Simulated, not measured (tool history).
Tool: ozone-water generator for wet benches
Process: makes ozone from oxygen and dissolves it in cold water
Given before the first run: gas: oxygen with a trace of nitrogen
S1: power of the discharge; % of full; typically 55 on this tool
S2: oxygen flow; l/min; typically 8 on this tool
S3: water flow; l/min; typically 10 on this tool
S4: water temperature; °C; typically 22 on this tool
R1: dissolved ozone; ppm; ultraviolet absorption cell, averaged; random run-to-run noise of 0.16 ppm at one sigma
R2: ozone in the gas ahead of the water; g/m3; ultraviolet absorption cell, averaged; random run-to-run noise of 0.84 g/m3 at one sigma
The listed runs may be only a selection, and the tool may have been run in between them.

{"run": 1, "hour": 0.0, "S1": 55, "S2": 8, "S3": 10, "S4": 22, "R1": 18, "R2": 118.7}
{"run": 2, "hour": 96.1, "S1": 55, "S2": 8, "S3": 10, "S4": 22, "R1": 18, "R2": 116.8}
{"run": 3, "hour": 178.6, "S1": 55, "S2": 8, "S3": 10, "S4": 22, "R1": 17.9, "R2": 116.6}
{"run": 4, "hour": 332.1, "S1": 55, "S2": 8, "S3": 10, "S4": 16, "R1": 20.6, "R2": 116}
{"run": 5, "hour": 456.1, "S1": 83, "S2": 8, "S3": 10, "S4": 22, "R1": 24.4, "R2": 160}
{"run": 6, "hour": 653.3, "S1": 55, "S2": 8.16, "S3": 10, "S4": 22, "R1": 17.3, "R2": 115}
{"hour": 671.3, "done": "water thermometer calibrated"}
{"run": 7, "hour": 740.9, "S1": 55, "S2": 13.53, "S3": 10, "S4": 22, "R1": 16.3, "R2": 95.6}
{"run": 8, "hour": 946.3, "S1": 55, "S2": 13.53, "S3": 10, "S4": 22, "R1": 16.1, "R2": 96.1}
{"hour": 1061.8, "done": "water thermometer calibrated, once more"}
{"run": 9, "hour": 1147.9, "S1": 55, "S2": 6.84, "S3": 10, "S4": 22, "R1": 17.8, "R2": 121.4}
{"run": 10, "hour": 1290.9, "S1": 55, "S2": 6.84, "S3": 15, "S4": 28, "R1": 12.5, "R2": 121.5}
{"run": 11, "hour": 1496.2, "S1": 64, "S2": 9.04, "S3": 7, "S4": 28, "R1": 18.7, "R2": 121.9}
{"run": 12, "hour": 1700.2, "S1": 66, "S2": 5.9, "S3": 9, "S4": 26, "R1": 19.3, "R2": 146.6}

Alternative continuations, all from the tool just after run 12; predict every row:
{"run": "A", "hour": 1874.2, "S1": 66, "S2": 5.9, "S3": 13, "S4": 26, "R1": "?", "R2": "?"}
{"run": "B", "hour": 1874.2, "S1": 41, "S2": 5.9, "S3": 9, "S4": 26, "R1": "?", "R2": "?"}
{"run": "C", "hour": 1874.2, "S1": 41, "S2": 10.24, "S3": 10, "S4": 22, "R1": "?", "R2": "?"}

run=A R1=16.2 R2=144.1
run=B R1=13.7 R2=101.5
run=C R1=13.4 R2=82.6
With the hidden condition removed and each run's random variation left untouched, the same runs would have given:
run=A R1=20.6 R2=178.9
run=B R1=15.9 R2=115
run=C R1=15.5 R2=93.6
